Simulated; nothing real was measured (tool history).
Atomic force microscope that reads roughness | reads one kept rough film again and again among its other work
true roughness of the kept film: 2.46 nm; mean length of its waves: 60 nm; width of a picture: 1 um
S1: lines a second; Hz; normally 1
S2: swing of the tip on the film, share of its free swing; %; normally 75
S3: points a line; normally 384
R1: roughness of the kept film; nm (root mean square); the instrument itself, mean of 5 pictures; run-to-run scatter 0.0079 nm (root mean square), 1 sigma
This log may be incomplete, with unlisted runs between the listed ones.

run	hour	S1	S2	S3	R1
1	0	1	75	384	2.31
2	36.3	1	75	697	2.296
3	105.5	1	75	697	2.251
4	153.2	1	75	384	2.232
5	194.3	0.6	75	384	2.263
6	224.4	0.6	75	1003	2.253
# hour 228.2: new tip fitted
7	264.2	1	75	384	2.288
8	331.5	1	75	384	2.256
9	365.5	1	75	384	2.231
10	408.3	1	75	384	2.219
# hour 458.6: new tip fitted
11	468	1	75	384	2.298
12	513.4	1	75	813	2.279
13	545	1	75	869	2.274
14	590.5	1	75	869	2.243
15	645.7	1	75	869	2.218
# hour 687.8: new tip fitted
16	697.4	1	75	869	2.316
17	750.2	1.15	75	384	2.271
18	781.3	1.15	75	384	2.239
19	847.6	1.15	75	384	2.22
20	912.4	1.15	56	384	2.287
# hour 920: new tip fitted
21	959.8	1	79	384	2.259
22	1001.8	1	79	384	2.246
23	1065.2	1	75	384	2.235
24	1136.1	1	75	384	2.204
# hour 1150.6: new tip fitted
25	1172.2	1	65	384	2.368
26	1224.1	1	84	384	2.218
27	1271.8	1	80	384	2.224
28	1302.2	3	75	951	2.003
29	1361.5	3	73	951	2.031
# hour 1381.2: new tip fitted
30	1422	3	78	951	2.002
31	1459.1	1	75	302	2.282
32	1517.7	1.19	75	721	2.223
33	1571.4	1.19	75	721	2.205
# hour 1616: new tip fitted
34	1622.7	1.19	75	721	2.298
# hour 1628.8: height scale calibrated on a step standard
35	1664.3	1.19	75	721	2.294
36	1732	1.19	75	721	2.267
37	1798.1	0.55	75	332	2.305
# hour 1814.8: height scale calibrated on a step standard, once more
# hour 1846.5: new tip fitted
38	1847.8	1.63	74	683	2.214
39	1914.1	1.63	74	683	2.184
40	1964.9	0.66	81	683	2.23
41	2019	2.97	75	384	1.967
42	2069.4	0.99	75	897	2.187
# hour 2079.5: new tip fitted
43	2140.5	0.99	75	897	2.274
44	2180.6	0.67	82	824	2.249
45	2224.7	3.2	62	824	2.151
46	2295.1	3.2	62	824	2.109
# hour 2311.9: new tip fitted
47	2333	1.44	63	913	2.314
48	2376.1	1	77	384	2.239
49	2405.3	1	87	384	2.136
50	2464.7	3.03	75	372	1.976
51	2503.5	3.03	75	372	1.95
52	2536.2	1.39	81	698	2.074

3 options for the next run, each taken on its own from the tool as it stands now. Forecast them:
# hour 2540.3: new tip fitted
A	2607.8	1	75	257	?
# hour 2540.3: new tip fitted
B	2607.8	2.77	79	384	?
# hour 2540.3: new tip fitted
C	2607.8	1	75	384	?

run	R1
A	2.251
B	1.971
C	2.253
Without the tool's unlogged condition, the same runs would have read:
run	R1
A	2.28
B	1.996
C	2.281
